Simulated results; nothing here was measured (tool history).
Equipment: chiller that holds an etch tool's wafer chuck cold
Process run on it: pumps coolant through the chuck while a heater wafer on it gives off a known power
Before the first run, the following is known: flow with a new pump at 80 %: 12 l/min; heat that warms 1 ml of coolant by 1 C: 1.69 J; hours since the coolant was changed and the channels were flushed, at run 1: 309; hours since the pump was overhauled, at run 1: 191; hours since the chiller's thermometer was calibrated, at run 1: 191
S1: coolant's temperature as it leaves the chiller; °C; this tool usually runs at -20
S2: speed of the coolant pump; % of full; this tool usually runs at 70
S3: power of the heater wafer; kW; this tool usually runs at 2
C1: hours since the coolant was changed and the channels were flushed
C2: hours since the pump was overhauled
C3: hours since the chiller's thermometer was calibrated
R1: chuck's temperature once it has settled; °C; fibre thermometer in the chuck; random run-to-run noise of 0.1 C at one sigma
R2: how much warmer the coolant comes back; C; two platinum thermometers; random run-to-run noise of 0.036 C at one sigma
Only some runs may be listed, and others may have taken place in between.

{"run": 1, "hour": 0.0, "S1": -20, "S2": 70, "S3": 2, "C1": 309, "C2": 191, "C3": 191, "R1": 2.4, "R2": 6.87}
{"run": 2, "hour": 54.4, "S1": -20, "S2": 70, "S3": 2, "C1": 363, "C2": 245, "C3": 245, "R1": 2.2, "R2": 6.81}
{"run": 3, "hour": 131.9, "S1": -20, "S2": 70, "S3": 2, "C1": 441, "C2": 323, "C3": 323, "R1": 2.5, "R2": 6.78}
{"run": 4, "hour": 181.4, "S1": -20, "S2": 70, "S3": 2, "C1": 491, "C2": 372, "C3": 372, "R1": 2.5, "R2": 6.83}
{"run": 5, "hour": 256.8, "S1": -20, "S2": 70, "S3": 2, "C1": 566, "C2": 448, "C3": 448, "R1": 2.3, "R2": 6.79}
{"run": 6, "hour": 325.7, "S1": -20, "S2": 70, "S3": 2, "C1": 635, "C2": 516, "C3": 516, "R1": 2.4, "R2": 6.82}
{"run": 7, "hour": 366.4, "S1": -20, "S2": 70, "S3": 2, "C1": 676, "C2": 557, "C3": 557, "R1": 2.4, "R2": 6.76}
{"run": 8, "hour": 432.9, "S1": -20, "S2": 70, "S3": 2, "C1": 742, "C2": 624, "C3": 624, "R1": 2.3, "R2": 6.75}
{"run": 9, "hour": 519.3, "S1": -20, "S2": 70, "S3": 2, "C1": 828, "C2": 710, "C3": 710, "R1": 2.4, "R2": 6.8}
{"run": 10, "hour": 600.7, "S1": -20, "S2": 70, "S3": 2, "C1": 910, "C2": 791, "C3": 791, "R1": 2.4, "R2": 6.7}
{"run": 11, "hour": 656.3, "S1": -20, "S2": 70, "S3": 2, "C1": 965, "C2": 847, "C3": 847, "R1": 2.2, "R2": 6.72}
{"run": 12, "hour": 703.6, "S1": -20, "S2": 70, "S3": 2, "C1": 1013, "C2": 894, "C3": 894, "R1": 2.4, "R2": 6.63}
{"run": 13, "hour": 746.9, "S1": -20, "S2": 70, "S3": 2, "C1": 1056, "C2": 938, "C3": 938, "R1": 2.2, "R2": 6.79}
{"run": 14, "hour": 826.9, "S1": -20, "S2": 70, "S3": 2, "C1": 1136, "C2": 1018, "C3": 1018, "R1": 2.3, "R2": 6.73}
{"run": 15, "hour": 902.8, "S1": -20, "S2": 70, "S3": 2, "C1": 1212, "C2": 1094, "C3": 1094, "R1": 2.4, "R2": 6.64}
{"run": 16, "hour": 979.1, "S1": -20, "S2": 70, "S3": 1.704, "C1": 1288, "C2": 1170, "C3": 1170, "R1": -0.9, "R2": 5.64}
{"run": 17, "hour": 1064.6, "S1": -20, "S2": 70, "S3": 1.077, "C1": 1374, "C2": 1255, "C3": 1255, "R1": -8, "R2": 3.53}
{"run": 18, "hour": 1132.1, "S1": -20, "S2": 70, "S3": 1.077, "C1": 1441, "C2": 1323, "C3": 1323, "R1": -8, "R2": 3.45}
{"run": 19, "hour": 1206.5, "S1": -20, "S2": 70, "S3": 1.077, "C1": 1516, "C2": 1397, "C3": 1397, "R1": -8, "R2": 3.46}
{"run": 20, "hour": 1271.1, "S1": -13, "S2": 70, "S3": 1.077, "C1": 1580, "C2": 1462, "C3": 1462, "R1": -0.9, "R2": 3.46}
{"run": 21, "hour": 1329.3, "S1": -25, "S2": 97, "S3": 2.154, "C1": 1638, "C2": 1520, "C3": 1520, "R1": -6.6, "R2": 5.03}
{"hour": 1365.1, "done": "gauge calibrated"}
{"run": 22, "hour": 1387.1, "S1": -25, "S2": 97, "S3": 2.154, "C1": 1696, "C2": 1578, "C3": 1578, "R1": -6.6, "R2": 5.21}
{"run": 23, "hour": 1474.7, "S1": -12, "S2": 74, "S3": 2.028, "C1": 1784, "C2": 1665, "C3": 1665, "R1": 9.6, "R2": 6.49}
{"run": 24, "hour": 1555.3, "S1": -24, "S2": 99, "S3": 1.047, "C1": 1864, "C2": 1746, "C3": 1746, "R1": -15.2, "R2": 2.47}
{"run": 25, "hour": 1615.0, "S1": -15, "S2": 99, "S3": 1.257, "C1": 1924, "C2": 1806, "C3": 1806, "R1": -4.5, "R2": 2.88}
{"run": 26, "hour": 1652.8, "S1": -15, "S2": 75, "S3": 1.257, "C1": 1962, "C2": 1844, "C3": 1844, "R1": -1.6, "R2": 3.97}
{"run": 27, "hour": 1701.2, "S1": -22, "S2": 70, "S3": 1.231, "C1": 2010, "C2": 1892, "C3": 1892, "R1": -8.4, "R2": 4.12}
{"run": 28, "hour": 1756.4, "S1": -15, "S2": 99, "S3": 1.361, "C1": 2065, "C2": 1947, "C3": 1947, "R1": -3.5, "R2": 3.17}
{"run": 29, "hour": 1841.3, "S1": -15, "S2": 99, "S3": 1.361, "C1": 2150, "C2": 2032, "C3": 2032, "R1": -3.5, "R2": 3.13}
{"run": 30, "hour": 1905.1, "S1": -15, "S2": 99, "S3": 1.361, "C1": 2214, "C2": 2096, "C3": 2096, "R1": -3.6, "R2": 3.14}
{"run": 31, "hour": 1954.0, "S1": -21, "S2": 70, "S3": 1.189, "C1": 2263, "C2": 2145, "C3": 2145, "R1": -7.6, "R2": 3.96}
{"run": 32, "hour": 1995.2, "S1": -22, "S2": 84, "S3": 1.99, "C1": 2304, "C2": 2186, "C3": 2186, "R1": -2.9, "R2": 5.48}
{"run": 33, "hour": 2075.4, "S1": -22, "S2": 84, "S3": 1.99, "C1": 2385, "C2": 2266, "C3": 2266, "R1": -3.1, "R2": 5.4}

Entry by entry between the runs, the difference in hidden state between the last listed run before and the first listed run after:
After run 21, before run 22: gauge calibrated (hour 1365.1)
  drift of the gauge itself on warmer_back_c, C: -0.25 -> 0
  measured minus no-state result, R2: -0.24 -> +0 C
